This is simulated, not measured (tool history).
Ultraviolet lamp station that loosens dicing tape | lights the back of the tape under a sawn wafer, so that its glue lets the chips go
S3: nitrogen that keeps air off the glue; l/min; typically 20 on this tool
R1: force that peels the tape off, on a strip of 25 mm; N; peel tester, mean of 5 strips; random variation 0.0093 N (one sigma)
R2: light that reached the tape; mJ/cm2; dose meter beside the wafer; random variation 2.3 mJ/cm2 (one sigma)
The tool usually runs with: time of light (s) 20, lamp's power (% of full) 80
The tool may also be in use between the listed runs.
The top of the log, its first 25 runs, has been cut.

Run 26, day 8.508: usual settings but time of light (s) 18, lamp's power (% of full) 78, S3 8 l/min. Result: R1 0.89 N, R2 172 mJ/cm2.
Run 27, day 8.917: usual settings but time of light (s) 12, lamp's power (% of full) 74, S3 15 l/min. Result: R1 1.307 N, R2 111 mJ/cm2.
Run 28, day 9.175: usual settings but time of light (s) 12, lamp's power (% of full) 74, S3 15 l/min. Result: R1 1.249 N, R2 109 mJ/cm2.
Run 29, day 9.633: usual settings but time of light (s) 16, S3 27 l/min. Result: R1 0.587 N, R2 152 mJ/cm2.
Run 30, day 9.946: usual settings but time of light (s) 16, S3 27 l/min. Result: R1 0.591 N, R2 155 mJ/cm2.
Run 31, day 10.408: usual settings but time of light (s) 31, S3 8 l/min. Result: R1 0.334 N, R2 304 mJ/cm2.
Run 32, day 10.596: usual settings but time of light (s) 28, lamp's power (% of full) 71, S3 8 l/min. Result: R1 0.521 N, R2 239 mJ/cm2.
Run 33, day 10.921: usual settings but time of light (s) 28, lamp's power (% of full) 71, S3 8 l/min. Result: R1 0.515 N, R2 242 mJ/cm2.
Run 34, day 11.204: usual settings but time of light (s) 21, S3 11 l/min. Result: R1 0.569 N, R2 204 mJ/cm2.
Run 35, day 11.558: usual settings but time of light (s) 14, S3 28 l/min. Result: R1 0.786 N, R2 139 mJ/cm2.
Run 36, day 11.808: usual settings but time of light (s) 14, S3 28 l/min. Result: R1 0.737 N, R2 138 mJ/cm2.
Run 37, day 12.258: usual settings but time of light (s) 14, S3 28 l/min. Result: R1 0.779 N, R2 137 mJ/cm2.
Run 38, day 12.496: usual settings but time of light (s) 22, S3 17 l/min. Result: R1 0.422 N, R2 212 mJ/cm2.
Run 39, day 12.779: usual settings but time of light (s) 34, lamp's power (% of full) 96. Result: R1 0.118 N, R2 389 mJ/cm2.
Run 40, day 13.096: usual settings but time of light (s) 24, lamp's power (% of full) 96, S3 24 l/min. Result: R1 0.196 N, R2 275 mJ/cm2.
Run 41, day 13.45: usual settings but S3 29 l/min. Result: R1 0.373 N, R2 190 mJ/cm2.
Run 42, day 13.917: usual settings but S3 29 l/min. Result: R1 0.4 N, R2 194 mJ/cm2.
Run 43, day 14.2: usual settings but time of light (s) 29, S3 29 l/min. Result: R1 0.185 N, R2 279 mJ/cm2.

Forecast each of these 3 alternatives for the next run:
Run A, day 14.6: usual settings but time of light (s) 37. Result: R1 ?, R2 ?.
Run B, day 14.6: usual settings but time of light (s) 34, lamp's power (% of full) 70, S3 11 l/min. Result: R1 ?, R2 ?.
Run C, day 14.6: usual settings but time of light (s) 24, lamp's power (% of full) 69, S3 9 l/min. Result: R1 ?, R2 ?.

run     R1   R2
  A  0.144  357
  B    0.3  285
  C  0.701  200
The same runs, with their run-to-run variation unchanged, on a tool lacking any hidden condition would have given:
run     R1   R2
  A  0.127  390
  B  0.249  312
  C    0.6  218
